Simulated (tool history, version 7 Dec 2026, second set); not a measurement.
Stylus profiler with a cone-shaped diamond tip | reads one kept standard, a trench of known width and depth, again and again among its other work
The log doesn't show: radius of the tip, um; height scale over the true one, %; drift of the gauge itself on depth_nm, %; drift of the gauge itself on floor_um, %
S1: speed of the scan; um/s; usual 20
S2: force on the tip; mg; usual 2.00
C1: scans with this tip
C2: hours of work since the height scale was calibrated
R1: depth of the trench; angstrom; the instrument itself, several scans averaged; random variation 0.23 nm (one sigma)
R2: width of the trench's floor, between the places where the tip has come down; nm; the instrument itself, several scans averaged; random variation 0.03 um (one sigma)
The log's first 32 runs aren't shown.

{"run": 33, "hour": 3279.2, "S1": 20, "S2": 0.74, "C1": 28363, "C2": 900, "R1": 10067.2, "R2": 95870}
{"run": 34, "hour": 3414.1, "S1": 9, "S2": 1.87, "C1": 29865, "C2": 1002, "R1": 10124.3, "R2": 95950}
{"hour": 3458.5, "done": "height scale calibrated on a step standard"}
{"run": 35, "hour": 3506.4, "S1": 59, "S2": 1.87, "C1": 30886, "C2": 36, "R1": 10124.3, "R2": 95740}
{"run": 36, "hour": 3573.9, "S1": 59, "S2": 1.87, "C1": 31638, "C2": 87, "R1": 10123.1, "R2": 95810}
{"run": 37, "hour": 3661.7, "S1": 54, "S2": 2.42, "C1": 32614, "C2": 154, "R1": 10147.3, "R2": 95820}
{"run": 38, "hour": 3723.7, "S1": 5, "S2": 4.28, "C1": 33304, "C2": 201, "R1": 10215.0, "R2": 95950}
{"hour": 3832.6, "done": "new tip fitted, height scale calibrated"}
{"run": 39, "hour": 3834.3, "S1": 6, "S2": 0.76, "C1": 20, "C2": 1, "R1": 10068.9, "R2": 95950}
{"run": 40, "hour": 3962.7, "S1": 6, "S2": 0.76, "C1": 1448, "C2": 99, "R1": 10066.4, "R2": 96040}
{"run": 41, "hour": 4077.7, "S1": 30, "S2": 2.05, "C1": 2728, "C2": 186, "R1": 10134.9, "R2": 95860}
{"run": 42, "hour": 4188.3, "S1": 18, "S2": 3.08, "C1": 3960, "C2": 270, "R1": 10169.1, "R2": 95930}
{"run": 43, "hour": 4272.1, "S1": 56, "S2": 4.58, "C1": 4892, "C2": 333, "R1": 10228.2, "R2": 95880}
{"run": 44, "hour": 4406.8, "S1": 56, "S2": 4.58, "C1": 6391, "C2": 435, "R1": 10228.1, "R2": 95820}
{"run": 45, "hour": 4541.8, "S1": 63, "S2": 4.88, "C1": 7893, "C2": 537, "R1": 10232.7, "R2": 95830}

3 ways to go on from here, each from the tool as it stands after run 45. What would each give?
{"run": "A", "hour": 4599.3, "S1": 6, "S2": 2.0, "C1": 8533, "C2": 581, "R1": "?", "R2": "?"}
{"run": "B", "hour": 4599.3, "S1": 20, "S2": 0.79, "C1": 8533, "C2": 581, "R1": "?", "R2": "?"}
{"run": "C", "hour": 4599.3, "S1": 24, "S2": 3.97, "C1": 8533, "C2": 581, "R1": "?", "R2": "?"}

run=A R1=10130.1 R2=95910
run=B R1=10073.8 R2=95820
run=C R1=10201.6 R2=95900
Without the tool's hidden state the same runs would have given:
run=A R1=10129.8 R2=95920
run=B R1=10073.4 R2=95830
run=C R1=10201.2 R2=95910
